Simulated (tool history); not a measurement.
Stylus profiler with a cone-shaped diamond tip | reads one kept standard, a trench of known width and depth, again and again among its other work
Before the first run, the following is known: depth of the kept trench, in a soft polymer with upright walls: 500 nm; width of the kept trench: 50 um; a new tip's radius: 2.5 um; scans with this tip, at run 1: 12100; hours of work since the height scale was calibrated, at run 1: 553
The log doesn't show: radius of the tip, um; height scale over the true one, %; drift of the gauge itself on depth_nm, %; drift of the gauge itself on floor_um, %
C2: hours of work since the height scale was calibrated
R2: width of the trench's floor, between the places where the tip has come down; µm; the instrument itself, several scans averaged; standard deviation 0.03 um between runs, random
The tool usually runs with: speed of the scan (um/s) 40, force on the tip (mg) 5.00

Run 1, hour 0.0: usual settings; scans with this tip 12100; C2 553. Result: depth of the trench (Å) 5126.1, R2 45.82 µm.
Run 2, hour 94.7: usual settings; scans with this tip 12710; C2 624. Result: depth of the trench (Å) 5124.9, R2 45.75 µm.
Run 3, hour 175.5: usual settings; scans with this tip 13230; C2 685. Result: depth of the trench (Å) 5125.0, R2 45.74 µm.
Run 4, hour 262.4: usual settings; scans with this tip 13790; C2 751. Result: depth of the trench (Å) 5125.6, R2 45.67 µm.
Run 5, hour 360.4: usual settings; scans with this tip 14421; C2 825. Result: depth of the trench (Å) 5124.1, R2 45.61 µm.
At hour 405.2: height scale calibrated on a step standard.
Run 6, hour 412.5: usual settings but force on the tip (mg) 4.79; scans with this tip 14754; C2 6. Result: depth of the trench (Å) 5129.6, R2 45.53 µm.
Run 7, hour 480.8: usual settings but force on the tip (mg) 4.79; scans with this tip 15194; C2 57. Result: depth of the trench (Å) 5129.2, R2 45.60 µm.
Run 8, hour 592.9: usual settings but speed of the scan (um/s) 53, force on the tip (mg) 10.08; scans with this tip 15916; C2 142. Result: depth of the trench (Å) 5209.4, R2 45.52 µm.
Run 9, hour 708.9: usual settings but speed of the scan (um/s) 53, force on the tip (mg) 10.08; scans with this tip 16663; C2 230. Result: depth of the trench (Å) 5207.3, R2 45.47 µm.
Run 10, hour 817.0: usual settings but speed of the scan (um/s) 82, force on the tip (mg) 6.74; scans with this tip 17359; C2 312. Result: depth of the trench (Å) 5159.8, R2 45.30 µm.
Run 11, hour 880.7: usual settings but speed of the scan (um/s) 82, force on the tip (mg) 6.74; scans with this tip 17769; C2 360. Result: depth of the trench (Å) 5159.0, R2 45.23 µm.
At hour 951.6: new tip fitted, height scale calibrated.
Run 12, hour 952.5: usual settings but speed of the scan (um/s) 82, force on the tip (mg) 6.74; scans with this tip 6; C2 1. Result: depth of the trench (Å) 5159.4, R2 46.75 µm.
Run 13, hour 1070.3: usual settings but speed of the scan (um/s) 14, force on the tip (mg) 5.97; scans with this tip 765; C2 90. Result: depth of the trench (Å) 5146.2, R2 46.90 µm.

Predict each of these 5 candidate next runs independently; none follows another, all start after run 13:
Run A, hour 1194.6: usual settings but speed of the scan (um/s) 91; scans with this tip 1565; C2 184. Result: depth of the trench (Å) ?, R2 ?.
Run B, hour 1194.6: usual settings but speed of the scan (um/s) 12, force on the tip (mg) 4.97; scans with this tip 1565; C2 184. Result: depth of the trench (Å) ?, R2 ?.
Run C, hour 1194.6: usual settings but speed of the scan (um/s) 14; scans with this tip 1565; C2 184. Result: depth of the trench (Å) ?, R2 ?.
Run D, hour 1194.6: usual settings but speed of the scan (um/s) 89, force on the tip (mg) 5.97; scans with this tip 1565; C2 184. Result: depth of the trench (Å) ?, R2 ?.
Run E, hour 1194.6: usual settings but speed of the scan (um/s) 21, force on the tip (mg) 3.63; scans with this tip 1565; C2 184. Result: depth of the trench (Å) ?, R2 ?.

run  depth of the trench (Å)     R2
  A                   5131.1  46.47
  B                   5130.1  46.81
  C                   5131.2  46.85
  D                   5147.6  46.58
  E                   5106.0  46.76
Take away the tool's hidden state, keep each run's random variation, and the runs would have read:
run  depth of the trench (Å)     R2
  A                   5129.9  46.57
  B                   5128.9  46.91
  C                   5129.9  46.95
  D                   5146.4  46.68
  E                   5104.8  46.85

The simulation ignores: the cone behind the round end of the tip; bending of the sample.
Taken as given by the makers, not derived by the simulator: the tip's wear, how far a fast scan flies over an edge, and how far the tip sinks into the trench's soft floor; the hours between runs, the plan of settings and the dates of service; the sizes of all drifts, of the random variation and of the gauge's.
